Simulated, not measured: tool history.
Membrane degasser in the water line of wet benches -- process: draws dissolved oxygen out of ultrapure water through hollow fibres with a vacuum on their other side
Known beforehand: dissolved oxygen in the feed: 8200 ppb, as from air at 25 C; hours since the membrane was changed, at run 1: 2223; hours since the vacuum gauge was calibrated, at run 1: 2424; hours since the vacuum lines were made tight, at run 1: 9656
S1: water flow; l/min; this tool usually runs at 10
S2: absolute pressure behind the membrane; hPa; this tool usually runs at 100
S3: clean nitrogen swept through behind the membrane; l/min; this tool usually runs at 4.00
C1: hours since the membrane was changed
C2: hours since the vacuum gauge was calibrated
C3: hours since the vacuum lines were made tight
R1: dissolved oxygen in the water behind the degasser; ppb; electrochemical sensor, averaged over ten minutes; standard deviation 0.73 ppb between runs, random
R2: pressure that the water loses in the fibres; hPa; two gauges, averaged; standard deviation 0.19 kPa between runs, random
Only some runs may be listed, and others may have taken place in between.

{"run": 1, "hour": 0.0, "S1": 10, "S2": 100, "S3": 4.0, "C1": 2223, "C2": 2424, "C3": 9656, "R1": 66.3, "R2": 379.4}
{"run": 2, "hour": 92.1, "S1": 10, "S2": 100, "S3": 4.0, "C1": 2315, "C2": 2516, "C3": 9748, "R1": 66.0, "R2": 382.3}
{"run": 3, "hour": 214.6, "S1": 10, "S2": 100, "S3": 4.0, "C1": 2438, "C2": 2639, "C3": 9871, "R1": 65.7, "R2": 384.5}
{"run": 4, "hour": 326.7, "S1": 10, "S2": 176, "S3": 4.0, "C1": 2550, "C2": 2751, "C3": 9983, "R1": 113.1, "R2": 378.5}
{"run": 5, "hour": 467.0, "S1": 10, "S2": 231, "S3": 4.0, "C1": 2690, "C2": 2891, "C3": 10123, "R1": 145.7, "R2": 380.5}
{"run": 6, "hour": 573.3, "S1": 10, "S2": 182, "S3": 4.0, "C1": 2797, "C2": 2997, "C3": 10229, "R1": 117.4, "R2": 379.7}
{"run": 7, "hour": 701.8, "S1": 9, "S2": 100, "S3": 7.09, "C1": 2925, "C2": 3126, "C3": 10358, "R1": 36.5, "R2": 342.4}
{"run": 8, "hour": 839.5, "S1": 9, "S2": 100, "S3": 4.0, "C1": 3063, "C2": 3264, "C3": 10496, "R1": 51.4, "R2": 340.1}
{"run": 9, "hour": 986.3, "S1": 7, "S2": 61, "S3": 4.0, "C1": 3210, "C2": 3410, "C3": 10642, "R1": 16.4, "R2": 269.2}
{"run": 10, "hour": 1094.9, "S1": 15, "S2": 76, "S3": 4.0, "C1": 3318, "C2": 3519, "C3": 10751, "R1": 170.6, "R2": 564.4}
{"run": 11, "hour": 1222.3, "S1": 14, "S2": 100, "S3": 6.94, "C1": 3446, "C2": 3646, "C3": 10878, "R1": 134.4, "R2": 530.1}
{"run": 12, "hour": 1309.2, "S1": 10, "S2": 100, "S3": 1.76, "C1": 3532, "C2": 3733, "C3": 10965, "R1": 114.9, "R2": 380.0}

Each row is a separate what-if for the run after 12, all from the same tool condition, not one after another. Results?
{"run": "A", "hour": 1376.8, "S1": 10, "S2": 100, "S3": 2.44, "C1": 3600, "C2": 3801, "C3": 11033, "R1": "?", "R2": "?"}
{"run": "B", "hour": 1376.8, "S1": 7, "S2": 88, "S3": 3.53, "C1": 3600, "C2": 3801, "C3": 11033, "R1": "?", "R2": "?"}
{"run": "C", "hour": 1376.8, "S1": 8, "S2": 103, "S3": 8.47, "C1": 3600, "C2": 3801, "C3": 11033, "R1": "?", "R2": "?"}
{"run": "D", "hour": 1376.8, "S1": 10, "S2": 214, "S3": 1.76, "C1": 3600, "C2": 3801, "C3": 11033, "R1": "?", "R2": "?"}

run=A R1=92.1 R2=380.3
run=B R1=30.7 R2=264.3
run=C R1=24.5 R2=301.5
run=D R1=273.2 R2=376.3
Without the tool's hidden state the same runs would have given:
run=A R1=92.0 R2=386.0
run=B R1=30.7 R2=268.3
run=C R1=24.4 R2=306.0
run=D R1=273.0 R2=382.0
